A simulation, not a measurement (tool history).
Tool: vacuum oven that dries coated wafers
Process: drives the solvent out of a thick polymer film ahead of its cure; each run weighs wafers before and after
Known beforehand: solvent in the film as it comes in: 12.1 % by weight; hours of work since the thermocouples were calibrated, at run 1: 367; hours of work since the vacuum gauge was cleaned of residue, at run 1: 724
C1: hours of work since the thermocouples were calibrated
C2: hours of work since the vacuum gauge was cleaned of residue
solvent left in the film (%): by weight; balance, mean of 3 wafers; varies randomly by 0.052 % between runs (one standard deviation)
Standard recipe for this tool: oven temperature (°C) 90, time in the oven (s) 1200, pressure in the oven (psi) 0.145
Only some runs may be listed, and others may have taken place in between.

{"run": 1, "hour": 0.0, "oven temperature (°C)": 90, "time in the oven (s)": 1200, "pressure in the oven (psi)": 0.145, "C1": 367, "C2": 724, "solvent left in the film (%)": 1.74}
{"run": 2, "hour": 33.8, "oven temperature (°C)": 90, "time in the oven (s)": 1200, "pressure in the oven (psi)": 0.145, "C1": 391, "C2": 748, "solvent left in the film (%)": 1.63}
{"run": 3, "hour": 57.9, "oven temperature (°C)": 90, "time in the oven (s)": 1200, "pressure in the oven (psi)": 0.251, "C1": 409, "C2": 766, "solvent left in the film (%)": 2.18}
{"run": 4, "hour": 85.1, "oven temperature (°C)": 90, "time in the oven (s)": 1200, "pressure in the oven (psi)": 0.251, "C1": 428, "C2": 785, "solvent left in the film (%)": 2.16}
{"run": 5, "hour": 107.4, "oven temperature (°C)": 90, "time in the oven (s)": 1200, "pressure in the oven (psi)": 0.145, "C1": 444, "C2": 801, "solvent left in the film (%)": 1.71}
{"run": 6, "hour": 121.0, "oven temperature (°C)": 90, "time in the oven (s)": 1200, "pressure in the oven (psi)": 0.145, "C1": 454, "C2": 811, "solvent left in the film (%)": 1.66}
{"hour": 126.2, "done": "oven's thermocouples calibrated"}
{"run": 7, "hour": 151.1, "oven temperature (°C)": 90, "time in the oven (s)": 1200, "pressure in the oven (psi)": 0.145, "C1": 18, "C2": 831, "solvent left in the film (%)": 1.74}
{"run": 8, "hour": 166.2, "oven temperature (°C)": 90, "time in the oven (s)": 1200, "pressure in the oven (psi)": 0.145, "C1": 29, "C2": 842, "solvent left in the film (%)": 1.83}
{"run": 9, "hour": 193.2, "oven temperature (°C)": 90, "time in the oven (s)": 1200, "pressure in the oven (psi)": 0.454, "C1": 48, "C2": 861, "solvent left in the film (%)": 2.98}
{"run": 10, "hour": 209.1, "oven temperature (°C)": 90, "time in the oven (s)": 1200, "pressure in the oven (psi)": 0.45, "C1": 59, "C2": 872, "solvent left in the film (%)": 3.02}
{"run": 11, "hour": 232.3, "oven temperature (°C)": 85, "time in the oven (s)": 840, "pressure in the oven (psi)": 0.142, "C1": 76, "C2": 889, "solvent left in the film (%)": 3.68}
{"hour": 236.6, "done": "oven's thermocouples calibrated, once more"}
{"run": 12, "hour": 253.9, "oven temperature (°C)": 100, "time in the oven (s)": 840, "pressure in the oven (psi)": 0.142, "C1": 12, "C2": 903, "solvent left in the film (%)": 1.15}
{"run": 13, "hour": 276.2, "oven temperature (°C)": 81, "time in the oven (s)": 1200, "pressure in the oven (psi)": 0.209, "C1": 28, "C2": 919, "solvent left in the film (%)": 3.47}
{"run": 14, "hour": 297.1, "oven temperature (°C)": 102, "time in the oven (s)": 1380, "pressure in the oven (psi)": 0.268, "C1": 43, "C2": 934, "solvent left in the film (%)": 0.77}
{"run": 15, "hour": 319.8, "oven temperature (°C)": 102, "time in the oven (s)": 1380, "pressure in the oven (psi)": 0.268, "C1": 59, "C2": 950, "solvent left in the film (%)": 0.88}
{"run": 16, "hour": 342.9, "oven temperature (°C)": 78, "time in the oven (s)": 1380, "pressure in the oven (psi)": 0.537, "C1": 76, "C2": 966, "solvent left in the film (%)": 5.49}
{"run": 17, "hour": 372.2, "oven temperature (°C)": 100, "time in the oven (s)": 720, "pressure in the oven (psi)": 0.325, "C1": 97, "C2": 987, "solvent left in the film (%)": 1.93}
{"run": 18, "hour": 399.8, "oven temperature (°C)": 80, "time in the oven (s)": 2100, "pressure in the oven (psi)": 0.37, "C1": 117, "C2": 1007, "solvent left in the film (%)": 3.29}
{"run": 19, "hour": 425.0, "oven temperature (°C)": 95, "time in the oven (s)": 1320, "pressure in the oven (psi)": 0.109, "C1": 135, "C2": 1025, "solvent left in the film (%)": 0.84}
{"run": 20, "hour": 458.5, "oven temperature (°C)": 90, "time in the oven (s)": 1200, "pressure in the oven (psi)": 0.474, "C1": 159, "C2": 1049, "solvent left in the film (%)": 2.93}

5 options for the next run, each taken on its own from the tool as it stands now. Forecast them:
{"run": "A", "hour": 474.5, "oven temperature (°C)": 94, "time in the oven (s)": 1740, "pressure in the oven (psi)": 0.117, "C1": 170, "C2": 1060, "solvent left in the film (%)": "?"}
{"run": "B", "hour": 474.5, "oven temperature (°C)": 79, "time in the oven (s)": 1860, "pressure in the oven (psi)": 0.093, "C1": 170, "C2": 1060, "solvent left in the film (%)": "?"}
{"run": "C", "hour": 474.5, "oven temperature (°C)": 90, "time in the oven (s)": 1200, "pressure in the oven (psi)": 0.225, "C1": 170, "C2": 1060, "solvent left in the film (%)": "?"}
{"run": "D", "hour": 474.5, "oven temperature (°C)": 85, "time in the oven (s)": 1200, "pressure in the oven (psi)": 0.474, "C1": 170, "C2": 1060, "solvent left in the film (%)": "?"}
{"run": "E", "hour": 474.5, "oven temperature (°C)": 90, "time in the oven (s)": 1200, "pressure in the oven (psi)": 0.081, "C1": 170, "C2": 1060, "solvent left in the film (%)": "?"}

run=A solvent_left_in_the_film_(%)=0.61
run=B solvent_left_in_the_film_(%)=2.19
run=C solvent_left_in_the_film_(%)=1.93
run=D solvent_left_in_the_film_(%)=3.87
run=E solvent_left_in_the_film_(%)=1.36
Take away the tool's hidden state, keep each run's random variation, and the runs would have read:
run=A solvent_left_in_the_film_(%)=0.47
run=B solvent_left_in_the_film_(%)=1.95
run=C solvent_left_in_the_film_(%)=1.76
run=D solvent_left_in_the_film_(%)=3.66
run=E solvent_left_in_the_film_(%)=1.19
